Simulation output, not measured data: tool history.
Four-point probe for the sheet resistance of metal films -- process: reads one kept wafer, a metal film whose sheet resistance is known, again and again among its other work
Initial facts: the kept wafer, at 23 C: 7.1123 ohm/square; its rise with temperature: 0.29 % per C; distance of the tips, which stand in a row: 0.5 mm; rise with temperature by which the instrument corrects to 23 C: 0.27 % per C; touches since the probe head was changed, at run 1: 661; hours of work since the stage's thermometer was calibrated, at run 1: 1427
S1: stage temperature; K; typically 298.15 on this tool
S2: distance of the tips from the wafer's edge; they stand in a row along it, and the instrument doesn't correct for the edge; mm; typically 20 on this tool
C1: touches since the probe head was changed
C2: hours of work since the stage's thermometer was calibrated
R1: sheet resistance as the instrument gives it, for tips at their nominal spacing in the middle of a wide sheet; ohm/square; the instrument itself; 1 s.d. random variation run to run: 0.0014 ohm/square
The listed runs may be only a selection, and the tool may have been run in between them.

run 1 hour=0.0 | S1=298.15 S2=20 | C1=661 C2=1427 | R1=7.140469
run 2 hour=14.6 | S1=298.15 S2=20 | C1=1157 C2=1433 | R1=7.138975
run 3 hour=37.9 | S1=298.15 S2=20 | C1=1947 C2=1444 | R1=7.139452
run 4 hour=58.8 | S1=304.15 S2=20 | C1=2655 C2=1453 | R1=7.146695
run 5 hour=89.0 | S1=304.15 S2=6 | C1=3678 C2=1467 | R1=7.170007
run 6 hour=114.3 | S1=304.15 S2=4 | C1=4536 C2=1479 | R1=7.203245
run 7 hour=135.8 | S1=304.15 S2=4 | C1=5265 C2=1488 | R1=7.202757
run 8 hour=166.2 | S1=304.15 S2=4 | C1=6294 C2=1502 | R1=7.203188
run 9 hour=195.8 | S1=304.15 S2=4 | C1=7300 C2=1515 | R1=7.201112
-- hour=199.2 stage's thermometer calibrated
run 10 hour=226.6 | S1=307.15 S2=26 | C1=8325 C2=12 | R1=7.147757
run 11 hour=249.7 | S1=307.15 S2=26 | C1=9108 C2=23 | R1=7.146070
run 12 hour=275.6 | S1=294.15 S2=27 | C1=9987 C2=35 | R1=7.131397
run 13 hour=291.4 | S1=298.15 S2=51 | C1=10524 C2=42 | R1=7.136029
run 14 hour=307.6 | S1=298.15 S2=6 | C1=11070 C2=49 | R1=7.163515
run 15 hour=335.9 | S1=299.15 S2=10 | C1=12030 C2=62 | R1=7.147532
-- hour=344.9 stage's thermometer calibrated, once more
run 16 hour=352.2 | S1=307.15 S2=35 | C1=12565 C2=3 | R1=7.138357
run 17 hour=377.9 | S1=306.15 S2=39 | C1=13439 C2=15 | R1=7.136521
run 18 hour=396.6 | S1=294.15 S2=35 | C1=14071 C2=23 | R1=7.120823

Alternative continuations, all from the tool just after run 18; predict every row:
run A hour=416.8 | S1=300.15 S2=21 | C1=14755 C2=33 | R1=?
run B hour=416.8 | S1=294.15 S2=50 | C1=14755 C2=33 | R1=?
run C hour=416.8 | S1=296.15 S2=14 | C1=14755 C2=33 | R1=?

run=A R1=7.130600
run=B R1=7.122611
run=C R1=7.128313
Had the tool no hidden state, the same runs would have come out as:
run=A R1=7.119681
run=B R1=7.111719
run=C R1=7.117407

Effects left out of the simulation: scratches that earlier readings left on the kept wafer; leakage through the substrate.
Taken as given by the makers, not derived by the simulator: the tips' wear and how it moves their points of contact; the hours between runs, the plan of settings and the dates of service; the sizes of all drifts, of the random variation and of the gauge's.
